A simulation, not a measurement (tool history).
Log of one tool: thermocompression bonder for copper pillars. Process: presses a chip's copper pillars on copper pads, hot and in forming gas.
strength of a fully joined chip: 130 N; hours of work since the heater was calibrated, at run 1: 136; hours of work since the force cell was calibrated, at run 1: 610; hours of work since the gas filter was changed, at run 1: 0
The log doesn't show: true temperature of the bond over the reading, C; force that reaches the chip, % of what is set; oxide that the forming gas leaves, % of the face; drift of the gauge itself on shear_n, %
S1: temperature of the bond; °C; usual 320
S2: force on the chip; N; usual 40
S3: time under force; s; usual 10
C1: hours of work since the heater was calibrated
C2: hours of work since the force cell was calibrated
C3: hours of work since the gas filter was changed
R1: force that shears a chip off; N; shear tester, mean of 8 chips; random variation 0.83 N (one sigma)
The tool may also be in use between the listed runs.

| run | hour | S1 | S2 | S3 | C1 | C2 | C3 | R1 |
|---|---|---|---|---|---|---|---|---|
| 1 | 0 | 320 | 40 | 10 | 136 | 610 | 0 | 78.6 |
| 2 | 6.8 | 320 | 40 | 10 | 141 | 616 | 5 | 78.7 |
| 3 | 15.2 | 320 | 28 | 10 | 148 | 622 | 12 | 64.2 |
| 4 | 24.8 | 320 | 28 | 10 | 155 | 629 | 19 | 65.8 |
| 5 | 35.4 | 320 | 28 | 10 | 163 | 637 | 27 | 64.8 |
| 6 | 46.8 | 320 | 28 | 10 | 172 | 646 | 36 | 64.2 |
| 7 | 54.2 | 333 | 28 | 10 | 177 | 652 | 42 | 76.6 |
| 8 | 66.2 | 323 | 40 | 10 | 187 | 661 | 51 | 81 |
| 9 | 74.4 | 320 | 40 | 10 | 193 | 667 | 57 | 78.5 |
| 10 | 83.9 | 320 | 40 | 10 | 200 | 675 | 64 | 77.1 |
| 11 | 97.5 | 320 | 40 | 10 | 211 | 685 | 75 | 78 |
| 12 | 109.4 | 320 | 40 | 10 | 220 | 694 | 84 | 78.7 |
| 13 | 118 | 320 | 40 | 10 | 226 | 701 | 91 | 77.9 |
| 14 | 129.7 | 320 | 30 | 6 | 235 | 710 | 99 | 57.7 |
| 15 | 138.7 | 320 | 30 | 6 | 242 | 717 | 106 | 56.7 |
| 16 | 149.1 | 320 | 43 | 6 | 250 | 725 | 114 | 65.8 |
|  | 152.2 | heater calibrated with a thermocouple chip |
| 17 | 160.5 | 335 | 30 | 10 | 6 | 732 | 122 | 79.3 |
| 18 | 169.4 | 308 | 30 | 23 | 13 | 739 | 128 | 76.3 |
| 19 | 175.7 | 329 | 40 | 6 | 18 | 743 | 133 | 72.7 |
| 20 | 183.4 | 320 | 42 | 15 | 24 | 749 | 139 | 88.6 |
| 21 | 192.1 | 320 | 42 | 18 | 31 | 756 | 146 | 92.3 |
|  | 197.2 | heater calibrated with a thermocouple chip, once more |
|  | 198.7 | forming gas filter changed |
| 22 | 202.5 | 325 | 48 | 10 | 4 | 762 | 3 | 88.5 |
| 23 | 214.6 | 325 | 48 | 10 | 13 | 771 | 12 | 89.5 |
| 24 | 224.8 | 336 | 53 | 20 | 21 | 779 | 20 | 111 |
| 25 | 236.9 | 328 | 49 | 6 | 30 | 788 | 29 | 78.5 |

Forecast each of these 3 alternatives for the next run:
| A | 246.7 | 320 | 35 | 10 | 38 | 796 | 37 | ? |
| B | 246.7 | 330 | 58 | 15 | 38 | 796 | 37 | ? |
| C | 246.7 | 324 | 49 | 24 | 38 | 796 | 37 | ? |

| run | R1 |
|---|---|
| A | 71.7 |
| B | 107.1 |
| C | 105.5 |
Without the tool's hidden state the same runs would have given:
| run | R1 |
|---|---|
| A | 70.3 |
| B | 106.3 |
| C | 104.7 |
